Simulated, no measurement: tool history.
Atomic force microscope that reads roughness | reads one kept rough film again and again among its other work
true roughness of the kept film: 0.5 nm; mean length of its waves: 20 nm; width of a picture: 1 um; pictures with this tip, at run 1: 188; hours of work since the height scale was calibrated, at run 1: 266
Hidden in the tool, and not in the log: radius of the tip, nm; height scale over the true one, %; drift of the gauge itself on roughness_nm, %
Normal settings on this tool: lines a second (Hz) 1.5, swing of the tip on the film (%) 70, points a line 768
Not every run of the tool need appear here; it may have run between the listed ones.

| run | hour | lines a second (Hz) | swing of the tip on the film (%) | points a line | pictures with this tip | hours of work since the height scale was calibrated | roughness of the kept film (nm (root mean square)) |
|---|---|---|---|---|---|---|---|
| 1 | 0 | 1.5 | 70 | 768 | 188 | 266 | 0.405 |
| 2 | 13.7 | 1.5 | 70 | 768 | 198 | 273 | 0.404 |
| 3 | 23.4 | 1.5 | 70 | 768 | 206 | 277 | 0.399 |
| 4 | 38.4 | 1.5 | 70 | 768 | 218 | 285 | 0.395 |
| 5 | 47.5 | 1.5 | 70 | 768 | 225 | 289 | 0.389 |
| 6 | 58.3 | 1.5 | 70 | 768 | 233 | 294 | 0.389 |
| 7 | 73.6 | 0.85 | 70 | 768 | 245 | 302 | 0.402 |
| 8 | 83 | 0.85 | 70 | 768 | 252 | 306 | 0.402 |
| 9 | 97.6 | 0.85 | 70 | 768 | 264 | 313 | 0.405 |
| 10 | 109.7 | 1.5 | 70 | 768 | 273 | 319 | 0.388 |
| 11 | 121.1 | 3.02 | 70 | 768 | 282 | 325 | 0.357 |
| 12 | 132.3 | 1.5 | 70 | 768 | 290 | 330 | 0.384 |
| 13 | 139.9 | 1.5 | 70 | 768 | 296 | 334 | 0.388 |
| 14 | 146.6 | 1.5 | 70 | 768 | 302 | 337 | 0.387 |
| 15 | 159 | 1.5 | 70 | 857 | 311 | 343 | 0.381 |
| 16 | 173.7 | 1.5 | 70 | 857 | 323 | 350 | 0.381 |
| 17 | 180.8 | 1.5 | 70 | 857 | 328 | 354 | 0.378 |
| 18 | 195.4 | 1.5 | 70 | 463 | 339 | 361 | 0.374 |
|  | 209 | new tip fitted |
| 19 | 211.3 | 1.5 | 70 | 463 | 1 | 368 | 0.433 |
| 20 | 225.7 | 1.5 | 70 | 768 | 13 | 375 | 0.435 |
| 21 | 232 | 3.08 | 70 | 768 | 17 | 378 | 0.406 |
| 22 | 239.1 | 3.08 | 70 | 768 | 23 | 382 | 0.406 |
| 23 | 250 | 1.5 | 67 | 768 | 31 | 387 | 0.444 |
| 24 | 256.8 | 1.5 | 67 | 768 | 37 | 390 | 0.44 |
| 25 | 270.4 | 1.5 | 67 | 768 | 47 | 397 | 0.437 |
| 26 | 285.4 | 1.5 | 67 | 768 | 59 | 404 | 0.431 |
| 27 | 300.1 | 3.22 | 64 | 776 | 70 | 411 | 0.408 |
| 28 | 312.7 | 3.22 | 64 | 776 | 80 | 417 | 0.409 |
| 29 | 320.2 | 3.22 | 64 | 776 | 86 | 421 | 0.407 |
| 30 | 327.6 | 3.22 | 64 | 776 | 92 | 424 | 0.405 |
| 31 | 339.8 | 3.22 | 64 | 776 | 101 | 430 | 0.405 |
| 32 | 348.7 | 3.22 | 64 | 776 | 108 | 435 | 0.408 |
| 33 | 362.6 | 1.5 | 68 | 768 | 119 | 441 | 0.418 |
| 34 | 376.4 | 1.5 | 90 | 768 | 130 | 448 | 0.361 |
| 35 | 391.9 | 1.5 | 90 | 768 | 142 | 456 | 0.365 |
| 36 | 402.2 | 1.34 | 90 | 856 | 150 | 460 | 0.364 |
| 37 | 413.7 | 2.69 | 70 | 795 | 159 | 466 | 0.383 |
| 38 | 422.1 | 2.69 | 70 | 795 | 165 | 470 | 0.389 |
| 39 | 434.9 | 3.56 | 81 | 412 | 175 | 476 | 0.319 |
| 40 | 449.5 | 3.56 | 81 | 412 | 186 | 483 | 0.324 |
| 41 | 462.2 | 3.56 | 81 | 412 | 196 | 490 | 0.319 |
| 42 | 469 | 1.33 | 83 | 366 | 201 | 493 | 0.382 |
| 43 | 478.1 | 1.5 | 65 | 737 | 209 | 497 | 0.401 |
| 44 | 487.8 | 1.5 | 65 | 737 | 216 | 502 | 0.405 |
| 45 | 500.9 | 1.5 | 70 | 503 | 226 | 508 | 0.384 |
| 46 | 516.4 | 1.5 | 70 | 503 | 238 | 516 | 0.393 |
| 47 | 523.9 | 3.98 | 81 | 990 | 244 | 519 | 0.308 |
| 48 | 534.1 | 3.98 | 81 | 990 | 252 | 524 | 0.314 |
| 49 | 547.9 | 0.77 | 87 | 990 | 263 | 531 | 0.384 |
| 50 | 558.2 | 0.77 | 63 | 382 | 271 | 536 | 0.405 |
| 51 | 568.4 | 1.12 | 70 | 710 | 279 | 541 | 0.388 |
| 52 | 576.9 | 0.5 | 56 | 287 | 285 | 545 | 0.401 |

Branching from run 52: 5 alternative next runs. What would each branch give?
| A | 587.7 | 0.71 | 56 | 768 | 294 | 550 | ? |
| B | 587.7 | 0.61 | 71 | 316 | 294 | 550 | ? |
| C | 587.7 | 2.25 | 61 | 335 | 294 | 550 | ? |
| D | 587.7 | 1.5 | 70 | 273 | 294 | 550 | ? |
| E | 587.7 | 3.57 | 58 | 490 | 294 | 550 | ? |

| run | roughness of the kept film (nm (root mean square)) |
|---|---|
| A | 0.404 |
| B | 0.395 |
| C | 0.381 |
| D | 0.375 |
| E | 0.377 |
With no hidden state in the tool, these same runs would have given:
| run | roughness of the kept film (nm (root mean square)) |
|---|---|
| A | 0.462 |
| B | 0.451 |
| C | 0.435 |
| D | 0.428 |
| E | 0.431 |

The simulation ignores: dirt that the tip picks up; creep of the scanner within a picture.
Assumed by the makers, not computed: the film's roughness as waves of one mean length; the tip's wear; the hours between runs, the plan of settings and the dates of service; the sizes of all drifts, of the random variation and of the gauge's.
